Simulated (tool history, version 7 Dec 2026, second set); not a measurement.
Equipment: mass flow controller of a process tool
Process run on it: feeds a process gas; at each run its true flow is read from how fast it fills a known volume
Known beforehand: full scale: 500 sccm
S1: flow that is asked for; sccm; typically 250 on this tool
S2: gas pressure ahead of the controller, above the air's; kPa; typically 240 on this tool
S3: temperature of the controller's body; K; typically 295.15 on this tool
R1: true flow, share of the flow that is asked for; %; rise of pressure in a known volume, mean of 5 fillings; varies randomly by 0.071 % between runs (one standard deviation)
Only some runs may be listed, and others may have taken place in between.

Run 1, hour 0: usual settings. Result: R1 99.57 %.
Run 2, hour 197.1: usual settings. Result: R1 99.78 %.
Run 3, hour 404.1: usual settings. Result: R1 99.9 %.
Run 4, hour 542.1: usual settings. Result: R1 99.91 %.
Run 5, hour 716.3: usual settings but S1 201 sccm. Result: R1 99.9 %.
Run 6, hour 876.8: usual settings but S1 201 sccm. Result: R1 100.01 %.
Run 7, hour 1095.2: usual settings but S1 201 sccm. Result: R1 100.14 %.
Run 8, hour 1232.9: usual settings but S1 201 sccm. Result: R1 100.26 %.
Run 9, hour 1359.8: usual settings but S1 201 sccm. Result: R1 100.24 %.
Run 10, hour 1521.3: usual settings. Result: R1 100.44 %.
Run 11, hour 1737.9: usual settings. Result: R1 100.67 %.
Run 12, hour 1958.6: usual settings but S3 299.15 K. Result: R1 100.89 %.
Run 13, hour 2183.6: usual settings but S3 299.15 K. Result: R1 101.03 %.
Run 14, hour 2396.5: usual settings but S1 96 sccm, S3 309.15 K. Result: R1 101.76 %.
Run 15, hour 2643: usual settings but S1 75 sccm, S2 161 kPa. Result: R1 100.75 %.
Run 16, hour 2813.8: usual settings but S1 339 sccm, S2 186 kPa, S3 306.15 K. Result: R1 101.93 %.
Run 17, hour 2951.8: usual settings but S1 87 sccm, S2 150 kPa, S3 309.15 K. Result: R1 101.91 %.
Run 18, hour 3133.2: usual settings but S1 221 sccm, S2 215 kPa, S3 294.15 K. Result: R1 101.26 %.
Run 19, hour 3337.7: usual settings but S2 230 kPa. Result: R1 101.51 %.
Run 20, hour 3458.5: usual settings but S2 230 kPa. Result: R1 101.67 %.
Run 21, hour 3668.8: usual settings but S1 493 sccm, S2 241 kPa, S3 306.15 K. Result: R1 102.87 %.
Run 22, hour 3884.5: usual settings but S1 134 sccm, S2 275 kPa. Result: R1 101.67 %.
At hour 3959.7: gauge calibrated.
Run 23, hour 4001.7: usual settings but S1 265 sccm, S2 191 kPa. Result: R1 99.44 %.
Run 24, hour 4244.5: usual settings but S2 200 kPa, S3 311.15 K. Result: R1 100.61 %.

Here are 4 independent what-if runs from the current tool condition. What would each one return?
Run A, hour 4491: usual settings but S1 121 sccm, S2 200 kPa, S3 311.15 K. Result: R1 ?.
Run B, hour 4491: usual settings but S1 181 sccm, S2 200 kPa, S3 311.15 K. Result: R1 ?.
Run C, hour 4491: usual settings but S2 161 kPa. Result: R1 ?.
Run D, hour 4491: usual settings but S1 127 sccm, S2 143 kPa, S3 309.15 K. Result: R1 ?.

run      R1
  A  100.69
  B  100.81
  C   99.77
  D   100.3
Without the tool's unlogged condition, the same runs would have read:
run      R1
  A  100.37
  B  100.49
  C   99.46
  D   99.98
